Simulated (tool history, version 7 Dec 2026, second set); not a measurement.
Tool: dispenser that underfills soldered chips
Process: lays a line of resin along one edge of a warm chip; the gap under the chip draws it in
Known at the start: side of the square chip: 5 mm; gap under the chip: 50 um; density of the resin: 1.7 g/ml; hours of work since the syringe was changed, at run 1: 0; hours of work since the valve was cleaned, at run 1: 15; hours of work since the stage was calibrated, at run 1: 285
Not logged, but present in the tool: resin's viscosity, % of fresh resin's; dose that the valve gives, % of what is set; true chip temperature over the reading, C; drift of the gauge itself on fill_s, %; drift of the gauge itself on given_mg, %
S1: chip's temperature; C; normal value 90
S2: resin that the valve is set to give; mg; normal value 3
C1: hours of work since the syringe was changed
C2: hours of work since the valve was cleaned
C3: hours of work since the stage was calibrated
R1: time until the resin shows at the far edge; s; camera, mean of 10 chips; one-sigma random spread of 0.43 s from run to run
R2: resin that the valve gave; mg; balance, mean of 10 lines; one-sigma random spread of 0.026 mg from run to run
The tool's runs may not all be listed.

run,hour,S1,S2,C1,C2,C3,R1,R2
1,0,90,3,0,15,285,32.7,2.94
2,9.1,90,3,6,21,291,54,2.91
# hour 14.7: new syringe of resin
3,15.1,90,3,0,25,295,32.1,2.95
4,21.8,90,3,5,29,300,47.2,2.97
# hour 30: new syringe of resin
5,30.7,90,3,1,35,305,34,2.91
6,36.3,90,3,4,38,309,46.4,2.94
# hour 45: new syringe of resin
7,48.6,90,2.67,2,46,317,39.4,2.57
8,53.7,90,3.45,6,50,320,49.8,3.35
# hour 60: new syringe of resin
9,60,90,3.45,0,54,324,31.4,3.38
10,69.2,90,3.45,6,60,330,51.8,3.29
# hour 75.2: new syringe of resin
11,76.6,90,2.6,1,64,335,36.8,2.53
12,82,79,3,4,68,339,75.7,2.88
# hour 90.4: new syringe of resin
13,91.7,79,3,1,74,345,56.6,2.88
14,97.3,90,3,5,78,349,47.9,2.87
# hour 106.2: new syringe of resin
15,108.7,90,3,2,85,356,37.8,2.87
16,116.5,90,3,7,90,361,57.3,2.83
# hour 121.8: new syringe of resin
17,124.5,90,3,2,96,366,38.5,2.87
18,132.2,90,3,7,101,371,58.4,2.91
# hour 137.4: new syringe of resin
19,143.6,98,2.75,4,108,379,33.8,2.58
20,150,98,2.75,8,112,383,48.4,2.59
# hour 152.4: new syringe of resin
21,156.6,98,2.75,3,116,387,31.7,2.58
22,161.5,98,2.75,6,120,390,40.2,2.61
# hour 168: new syringe of resin
23,168.1,90,2.51,0,124,394,34.6,2.38
24,176.8,101,3.17,6,130,400,33.2,2.94
# hour 183.8: new syringe of resin
# hour 184.8: dispensing valve cleaned and set on the balance
25,189.4,90,3.02,3,3,408,42.8,3.06
# hour 200.1: new syringe of resin
26,201.8,90,3.64,1,11,416,33.9,3.63
27,213.1,84,3.08,9,19,423,84.2,3.04
# hour 215.4: new syringe of resin
28,225.5,84,3.08,7,27,431,73.1,3.04
# hour 231: new syringe of resin
29,232.3,94,2.8,1,31,435,29.7,2.79
30,242,77,3.67,7,37,442,101.2,3.62
# hour 246.1: new syringe of resin
31,251.1,89,2.6,3,43,448,48.3,2.56
32,259.1,76,2.66,9,48,453,128.6,2.61
# hour 261.5: new syringe of resin
33,266.3,76,2.66,3,53,457,81.2,2.54
34,272.7,76,2.66,7,57,462,112.9,2.57
# hour 277.3: new syringe of resin
35,278.9,89,3.78,1,61,466,36.4,3.68
36,286.6,99,3.74,6,66,471,37.1,3.59

Hidden state or all else? Some run-to-run changes of R1, split into what the settings, what came in and random variation would give without the hidden state, and what is left for the hidden state (with any gauge scatter that isn't in both results):
Run 29 -> 30: S1 94 -> 77, S2 2.8 -> 3.67. R1 +71.5 s: hidden state +44.4, all else +27.1.
Run 31 -> 32: S1 89 -> 76, S2 2.6 -> 2.66. R1 +80.3 s: hidden state +55.5, all else +24.8.
Run 32 -> 33: new syringe of resin. R1 -47.4 s: hidden state -47.3, all else -0.1.
Run 34 -> 35: S1 76 -> 89, S2 2.66 -> 3.78, new syringe of resin. R1 -76.5 s: hidden state -49.6, all else -26.9.
